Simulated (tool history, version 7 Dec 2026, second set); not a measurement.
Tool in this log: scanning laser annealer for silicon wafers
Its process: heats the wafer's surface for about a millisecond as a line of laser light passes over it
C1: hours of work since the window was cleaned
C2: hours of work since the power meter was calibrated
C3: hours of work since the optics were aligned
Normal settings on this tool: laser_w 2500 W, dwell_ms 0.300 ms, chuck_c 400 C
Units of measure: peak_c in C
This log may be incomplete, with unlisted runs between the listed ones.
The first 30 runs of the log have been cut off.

{"run": 31, "hour": 286.5, "laser_w": 2500, "dwell_ms": 0.374, "chuck_c": 394, "C1": 611, "C2": 243, "C3": 980, "peak_c": 1198}
{"run": 32, "hour": 299.1, "laser_w": 2484, "dwell_ms": 0.334, "chuck_c": 401, "C1": 617, "C2": 248, "C3": 986, "peak_c": 1151}
{"run": 33, "hour": 312.3, "laser_w": 2219, "dwell_ms": 0.3, "chuck_c": 385, "C1": 622, "C2": 254, "C3": 991, "peak_c": 1020}
{"run": 34, "hour": 323.0, "laser_w": 2219, "dwell_ms": 0.3, "chuck_c": 385, "C1": 627, "C2": 258, "C3": 996, "peak_c": 1017}
{"run": 35, "hour": 331.4, "laser_w": 2574, "dwell_ms": 0.237, "chuck_c": 411, "C1": 631, "C2": 262, "C3": 999, "peak_c": 1046}
{"run": 36, "hour": 341.3, "laser_w": 2500, "dwell_ms": 0.379, "chuck_c": 400, "C1": 635, "C2": 266, "C3": 1004, "peak_c": 1211}
{"run": 37, "hour": 354.2, "laser_w": 2500, "dwell_ms": 0.379, "chuck_c": 400, "C1": 640, "C2": 271, "C3": 1009, "peak_c": 1210}
{"run": 38, "hour": 363.6, "laser_w": 2500, "dwell_ms": 0.379, "chuck_c": 400, "C1": 644, "C2": 275, "C3": 1013, "peak_c": 1211}
{"run": 39, "hour": 370.3, "laser_w": 2500, "dwell_ms": 0.3, "chuck_c": 436, "C1": 647, "C2": 278, "C3": 1016, "peak_c": 1146}
{"run": 40, "hour": 379.6, "laser_w": 2500, "dwell_ms": 0.265, "chuck_c": 436, "C1": 651, "C2": 282, "C3": 1020, "peak_c": 1097}
{"run": 41, "hour": 389.1, "laser_w": 2500, "dwell_ms": 0.265, "chuck_c": 436, "C1": 655, "C2": 286, "C3": 1024, "peak_c": 1096}

Below are 4 alternative next runs, each starting from the tool's condition after run 41. Predict each:
{"run": "A", "hour": 402.0, "laser_w": 2340, "dwell_ms": 0.3, "chuck_c": 427, "C1": 661, "C2": 292, "C3": 1029, "peak_c": "?"}
{"run": "B", "hour": 402.0, "laser_w": 2500, "dwell_ms": 0.3, "chuck_c": 380, "C1": 661, "C2": 292, "C3": 1029, "peak_c": "?"}
{"run": "C", "hour": 402.0, "laser_w": 2697, "dwell_ms": 0.242, "chuck_c": 429, "C1": 661, "C2": 292, "C3": 1029, "peak_c": "?"}
{"run": "D", "hour": 402.0, "laser_w": 2162, "dwell_ms": 0.3, "chuck_c": 394, "C1": 661, "C2": 292, "C3": 1029, "peak_c": "?"}

run=A peak_c=1094
run=B peak_c=1092
run=C peak_c=1104
run=D peak_c=1016
Without the tool's hidden state the same runs would have given:
run=A peak_c=1095
run=B peak_c=1093
run=C peak_c=1105
run=D peak_c=1017

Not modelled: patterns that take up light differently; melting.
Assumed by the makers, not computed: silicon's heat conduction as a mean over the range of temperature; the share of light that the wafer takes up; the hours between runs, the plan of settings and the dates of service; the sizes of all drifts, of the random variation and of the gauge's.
